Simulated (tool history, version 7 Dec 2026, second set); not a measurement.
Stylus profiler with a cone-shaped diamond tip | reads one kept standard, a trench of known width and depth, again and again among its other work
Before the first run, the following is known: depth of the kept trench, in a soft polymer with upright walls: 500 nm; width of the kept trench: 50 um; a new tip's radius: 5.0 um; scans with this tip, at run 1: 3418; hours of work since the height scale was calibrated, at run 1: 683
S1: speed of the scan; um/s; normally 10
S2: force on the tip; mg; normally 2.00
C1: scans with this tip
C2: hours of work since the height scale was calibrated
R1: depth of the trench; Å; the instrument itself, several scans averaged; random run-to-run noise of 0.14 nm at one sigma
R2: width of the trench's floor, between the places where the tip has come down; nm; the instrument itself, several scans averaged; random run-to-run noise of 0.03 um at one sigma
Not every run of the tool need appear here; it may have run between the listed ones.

run 1 hour=0.0 | S1=10 S2=2.00 | C1=3418 C2=683 | R1=5039.8 R2=45200
run 2 hour=63.0 | S1=10 S2=2.00 | C1=3602 C2=720 | R1=5040.2 R2=45090
run 3 hour=89.9 | S1=10 S2=2.00 | C1=3681 C2=736 | R1=5040.8 R2=45100
run 4 hour=136.2 | S1=33 S2=2.00 | C1=3817 C2=763 | R1=5041.1 R2=45020
run 5 hour=173.1 | S1=33 S2=2.00 | C1=3925 C2=784 | R1=5042.9 R2=45020
run 6 hour=211.4 | S1=33 S2=2.00 | C1=4037 C2=807 | R1=5040.4 R2=44940
run 7 hour=250.6 | S1=33 S2=2.00 | C1=4152 C2=830 | R1=5040.3 R2=44960
run 8 hour=289.4 | S1=10 S2=2.00 | C1=4266 C2=852 | R1=5042.1 R2=45040
run 9 hour=340.8 | S1=10 S2=2.00 | C1=4417 C2=883 | R1=5042.5 R2=45070
run 10 hour=376.0 | S1=10 S2=2.00 | C1=4520 C2=903 | R1=5044.3 R2=45040
run 11 hour=424.8 | S1=3 S2=2.00 | C1=4663 C2=932 | R1=5043.1 R2=45070
run 12 hour=463.6 | S1=3 S2=2.00 | C1=4776 C2=954 | R1=5042.2 R2=45080
run 13 hour=524.2 | S1=3 S2=2.00 | C1=4954 C2=990 | R1=5043.6 R2=45040
run 14 hour=569.0 | S1=3 S2=2.00 | C1=5085 C2=1016 | R1=5045.8 R2=44970
run 15 hour=620.9 | S1=10 S2=2.00 | C1=5237 C2=1047 | R1=5047.1 R2=44920
run 16 hour=684.9 | S1=10 S2=2.00 | C1=5425 C2=1084 | R1=5043.7 R2=44910
run 17 hour=717.9 | S1=10 S2=2.00 | C1=5522 C2=1103 | R1=5045.5 R2=44950
run 18 hour=758.1 | S1=10 S2=2.00 | C1=5640 C2=1127 | R1=5045.6 R2=44970
run 19 hour=797.3 | S1=10 S2=2.00 | C1=5754 C2=1150 | R1=5047.8 R2=44930
run 20 hour=850.1 | S1=10 S2=2.00 | C1=5909 C2=1181 | R1=5049.0 R2=44960
run 21 hour=902.0 | S1=10 S2=2.00 | C1=6061 C2=1211 | R1=5047.3 R2=44930
run 22 hour=933.6 | S1=10 S2=2.00 | C1=6154 C2=1230 | R1=5047.0 R2=44910
run 23 hour=995.6 | S1=20 S2=0.70 | C1=6336 C2=1266 | R1=5033.6 R2=44750
run 24 hour=1036.9 | S1=16 S2=1.16 | C1=6457 C2=1290 | R1=5039.8 R2=44790
run 25 hour=1086.9 | S1=5 S2=1.20 | C1=6603 C2=1319 | R1=5039.0 R2=44890
run 26 hour=1135.0 | S1=3 S2=5.12 | C1=6744 C2=1348 | R1=5075.7 R2=44880
run 27 hour=1179.9 | S1=6 S2=5.12 | C1=6876 C2=1374 | R1=5077.5 R2=44890
run 28 hour=1217.7 | S1=6 S2=5.12 | C1=6987 C2=1396 | R1=5079.8 R2=44830
run 29 hour=1263.9 | S1=6 S2=5.12 | C1=7122 C2=1423 | R1=5075.9 R2=44820
run 30 hour=1312.1 | S1=32 S2=3.76 | C1=7263 C2=1451 | R1=5066.9 R2=44720
run 31 hour=1345.6 | S1=32 S2=3.76 | C1=7361 C2=1471 | R1=5067.1 R2=44790
run 32 hour=1409.5 | S1=32 S2=1.73 | C1=7549 C2=1508 | R1=5047.1 R2=44660
run 33 hour=1461.6 | S1=32 S2=1.73 | C1=7701 C2=1539 | R1=5047.6 R2=44640
run 34 hour=1526.2 | S1=32 S2=1.73 | C1=7891 C2=1577 | R1=5049.8 R2=44640
run 35 hour=1563.6 | S1=13 S2=1.34 | C1=8001 C2=1599 | R1=5046.0 R2=44700
run 36 hour=1613.3 | S1=13 S2=1.34 | C1=8146 C2=1628 | R1=5046.4 R2=44670
run 37 hour=1655.0 | S1=10 S2=3.10 | C1=8268 C2=1652 | R1=5063.0 R2=44710
run 38 hour=1704.1 | S1=5 S2=1.53 | C1=8412 C2=1681 | R1=5050.2 R2=44680
run 39 hour=1754.1 | S1=5 S2=1.53 | C1=8559 C2=1710 | R1=5049.5 R2=44710
run 40 hour=1810.7 | S1=11 S2=1.20 | C1=8725 C2=1743 | R1=5046.2 R2=44640
run 41 hour=1847.5 | S1=28 S2=3.05 | C1=8832 C2=1765 | R1=5064.3 R2=44550

Run 42, settings as shown, results not yet in. Your forecast:
run 42 hour=1889.3 | S1=15 S2=3.06 | C1=8955 C2=1789 | R1=? R2=?

Run 42 gave R1 5062.3 Å, R2 44610 nm.
With no hidden state in the tool, this same run would have given R1 5038.3 Å, R2 45570 nm.

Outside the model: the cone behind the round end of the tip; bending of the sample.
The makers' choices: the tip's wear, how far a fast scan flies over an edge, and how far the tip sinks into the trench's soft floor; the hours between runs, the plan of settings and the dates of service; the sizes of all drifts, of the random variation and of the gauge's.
